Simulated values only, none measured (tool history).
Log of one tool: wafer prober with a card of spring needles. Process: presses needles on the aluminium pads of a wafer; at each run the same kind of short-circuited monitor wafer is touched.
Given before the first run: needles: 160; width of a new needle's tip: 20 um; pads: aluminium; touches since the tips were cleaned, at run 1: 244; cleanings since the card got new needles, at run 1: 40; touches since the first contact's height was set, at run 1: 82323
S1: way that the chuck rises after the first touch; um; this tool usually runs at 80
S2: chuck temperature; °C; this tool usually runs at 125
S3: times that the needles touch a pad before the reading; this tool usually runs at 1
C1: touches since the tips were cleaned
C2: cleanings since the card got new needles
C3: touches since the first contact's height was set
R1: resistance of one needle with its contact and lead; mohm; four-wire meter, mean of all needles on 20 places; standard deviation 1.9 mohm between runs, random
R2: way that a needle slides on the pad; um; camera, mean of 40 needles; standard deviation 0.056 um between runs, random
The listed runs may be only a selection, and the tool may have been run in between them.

{"run": 1, "hour": 0.0, "S1": 80, "S2": 125, "S3": 1, "C1": 244, "C2": 40, "C3": 82323, "R1": 213, "R2": 10.49}
{"hour": 24.0, "done": "tips cleaned on abrasive film"}
{"run": 2, "hour": 25.8, "S1": 80, "S2": 125, "S3": 1, "C1": 549, "C2": 41, "C3": 90193, "R1": 265, "R2": 10.34}
{"hour": 50.1, "done": "tips cleaned on abrasive film"}
{"run": 3, "hour": 54.4, "S1": 80, "S2": 125, "S3": 1, "C1": 1318, "C2": 42, "C3": 98916, "R1": 227, "R2": 10.43}
{"hour": 75.5, "done": "tips cleaned on abrasive film"}
{"run": 4, "hour": 80.2, "S1": 68, "S2": 125, "S3": 1, "C1": 1435, "C2": 43, "C3": 106800, "R1": 236, "R2": 8.64}
{"run": 5, "hour": 97.1, "S1": 80, "S2": 125, "S3": 1, "C1": 6589, "C2": 43, "C3": 111954, "R1": 249, "R2": 10.38}
{"hour": 100.1, "done": "tips cleaned on abrasive film"}
{"hour": 124.5, "done": "tips cleaned on abrasive film"}
{"run": 6, "hour": 131.4, "S1": 80, "S2": 125, "S3": 1, "C1": 2093, "C2": 45, "C3": 122401, "R1": 232, "R2": 10.34}
{"hour": 148.7, "done": "tips cleaned on abrasive film"}
{"run": 7, "hour": 153.3, "S1": 80, "S2": 125, "S3": 1, "C1": 1400, "C2": 46, "C3": 129069, "R1": 229, "R2": 10.22}
{"hour": 173.9, "done": "tips cleaned on abrasive film"}
{"run": 8, "hour": 180.0, "S1": 80, "S2": 125, "S3": 1, "C1": 1868, "C2": 47, "C3": 137227, "R1": 232, "R2": 10.35}
{"run": 9, "hour": 197.0, "S1": 80, "S2": 125, "S3": 1, "C1": 7080, "C2": 47, "C3": 142439, "R1": 247, "R2": 10.3}
{"hour": 199.1, "done": "tips cleaned on abrasive film"}
{"hour": 224.2, "done": "tips cleaned on abrasive film"}
{"hour": 228.8, "done": "tips cleaned on abrasive film, once more"}
{"run": 10, "hour": 229.8, "S1": 80, "S2": 125, "S3": 1, "C1": 319, "C2": 50, "C3": 152386, "R1": 212, "R2": 10.42}
{"hour": 255.1, "done": "tips cleaned on abrasive film"}
{"run": 11, "hour": 256.4, "S1": 80, "S2": 125, "S3": 1, "C1": 406, "C2": 51, "C3": 160502, "R1": 218, "R2": 10.27}
{"hour": 280.1, "done": "tips cleaned on abrasive film"}
{"run": 12, "hour": 290.3, "S1": 80, "S2": 125, "S3": 2, "C1": 3126, "C2": 52, "C3": 170864, "R1": 224, "R2": 10.17}
{"hour": 304.4, "done": "tips cleaned on abrasive film"}
{"run": 13, "hour": 304.4, "S1": 80, "S2": 125, "S3": 2, "C1": 0, "C2": 53, "C3": 175135, "R1": 212, "R2": 10.18}
{"run": 14, "hour": 318.6, "S1": 80, "S2": 125, "S3": 2, "C1": 4348, "C2": 53, "C3": 179483, "R1": 230, "R2": 10.2}
{"hour": 330.2, "done": "tips cleaned on abrasive film"}
{"run": 15, "hour": 341.3, "S1": 80, "S2": 125, "S3": 1, "C1": 3417, "C2": 54, "C3": 186411, "R1": 241, "R2": 10.25}
{"hour": 355.6, "done": "tips cleaned on abrasive film"}
{"run": 16, "hour": 366.9, "S1": 80, "S2": 125, "S3": 1, "C1": 3475, "C2": 55, "C3": 194227, "R1": 245, "R2": 10.19}
{"hour": 380.8, "done": "tips cleaned on abrasive film"}
{"run": 17, "hour": 381.8, "S1": 80, "S2": 125, "S3": 1, "C1": 285, "C2": 56, "C3": 198740, "R1": 217, "R2": 10.18}
{"run": 18, "hour": 399.4, "S1": 80, "S2": 112, "S3": 1, "C1": 5697, "C2": 56, "C3": 204152, "R1": 248, "R2": 10.1}
{"hour": 407.3, "done": "tips cleaned on abrasive film"}
{"run": 19, "hour": 419.1, "S1": 80, "S2": 112, "S3": 1, "C1": 3610, "C2": 57, "C3": 210126, "R1": 241, "R2": 10.22}
{"hour": 432.6, "done": "tips cleaned on abrasive film"}
{"run": 20, "hour": 453.9, "S1": 80, "S2": 112, "S3": 1, "C1": 6520, "C2": 58, "C3": 220759, "R1": 253, "R2": 10.12}
{"hour": 458.4, "done": "tips cleaned on abrasive film"}
{"hour": 483.5, "done": "tips cleaned on abrasive film"}
{"run": 21, "hour": 486.6, "S1": 80, "S2": 110, "S3": 2, "C1": 974, "C2": 60, "C3": 230730, "R1": 218, "R2": 10.04}
{"hour": 488.8, "done": "height of the first contact set anew"}
{"hour": 508.6, "done": "tips cleaned on abrasive film"}
{"run": 22, "hour": 514.0, "S1": 80, "S2": 110, "S3": 1, "C1": 1668, "C2": 61, "C3": 7688, "R1": 225, "R2": 10.64}
{"hour": 533.0, "done": "tips cleaned on abrasive film"}
{"run": 23, "hour": 533.0, "S1": 80, "S2": 110, "S3": 1, "C1": 0, "C2": 62, "C3": 13490, "R1": 212, "R2": 10.53}
{"run": 24, "hour": 556.2, "S1": 80, "S2": 110, "S3": 1, "C1": 7099, "C2": 62, "C3": 20589, "R1": 244, "R2": 10.54}
{"hour": 557.8, "done": "tips cleaned on abrasive film"}
{"hour": 583.8, "done": "tips cleaned on abrasive film"}
{"run": 25, "hour": 588.7, "S1": 61, "S2": 54, "S3": 1, "C1": 1502, "C2": 64, "C3": 30475, "R1": 235, "R2": 8.01}
{"run": 26, "hour": 603.3, "S1": 61, "S2": 54, "S3": 1, "C1": 5967, "C2": 64, "C3": 34940, "R1": 270, "R2": 8.04}
{"hour": 607.8, "done": "tips cleaned on abrasive film"}
{"run": 27, "hour": 630.3, "S1": 61, "S2": 54, "S3": 1, "C1": 6900, "C2": 65, "C3": 43193, "R1": 275, "R2": 7.99}
{"hour": 632.2, "done": "tips cleaned on abrasive film"}
{"hour": 656.2, "done": "tips cleaned on abrasive film"}
{"run": 28, "hour": 660.0, "S1": 61, "S2": 54, "S3": 1, "C1": 1178, "C2": 67, "C3": 52216, "R1": 231, "R2": 7.96}
{"hour": 681.4, "done": "tips cleaned on abrasive film"}
{"run": 29, "hour": 690.3, "S1": 74, "S2": 31, "S3": 1, "C1": 2708, "C2": 68, "C3": 61447, "R1": 229, "R2": 9.77}
{"hour": 706.3, "done": "tips cleaned on abrasive film"}
{"run": 30, "hour": 706.7, "S1": 70, "S2": 125, "S3": 2, "C1": 106, "C2": 69, "C3": 66437, "R1": 221, "R2": 9.21}
{"hour": 730.4, "done": "tips cleaned on abrasive film"}
{"run": 31, "hour": 732.6, "S1": 70, "S2": 125, "S3": 2, "C1": 693, "C2": 70, "C3": 74362, "R1": 225, "R2": 9.14}

Measured result minus the same run's result without the hidden state. Both carry the same run-to-run variation, though not necessarily the same gauge scatter:
The tool's hidden condition here consists of: debris on the tips, nm; way that the needles fall short of the set height, um; tips' diameter, um; drift of the gauge itself on contact_mohm, %; drift of the gauge itself on scrub_um, %.
run=1 R1=+6 R2=-0.14
run=2 R1=+55 R2=-0.23
run=3 R1=+19 R2=-0.24
run=4 R1=+24 R2=-0.25
run=5 R1=+39 R2=-0.25
run=6 R1=+24 R2=-0.28
run=7 R1=+20 R2=-0.29
run=8 R1=+23 R2=-0.31
run=9 R1=+40 R2=-0.31
run=10 R1=+8 R2=-0.35
run=11 R1=+11 R2=-0.37
run=12 R1=+19 R2=-0.37
run=13 R1=+5 R2=-0.38
run=14 R1=+23 R2=-0.38
run=15 R1=+33 R2=-0.40
run=16 R1=+34 R2=-0.42
run=17 R1=+9 R2=-0.43
run=18 R1=+42 R2=-0.42
run=19 R1=+35 R2=-0.44
run=20 R1=+44 R2=-0.46
run=21 R1=+12 R2=-0.47
run=22 R1=+21 R2=-0.01
run=23 R1=+5 R2=-0.03
run=24 R1=+40 R2=-0.02
run=25 R1=+36 R2=-0.05
run=26 R1=+71 R2=-0.05
run=27 R1=+75 R2=-0.07
run=28 R1=+33 R2=-0.09
run=29 R1=+39 R2=-0.10
run=30 R1=+8 R2=-0.12
run=31 R1=+13 R2=-0.13
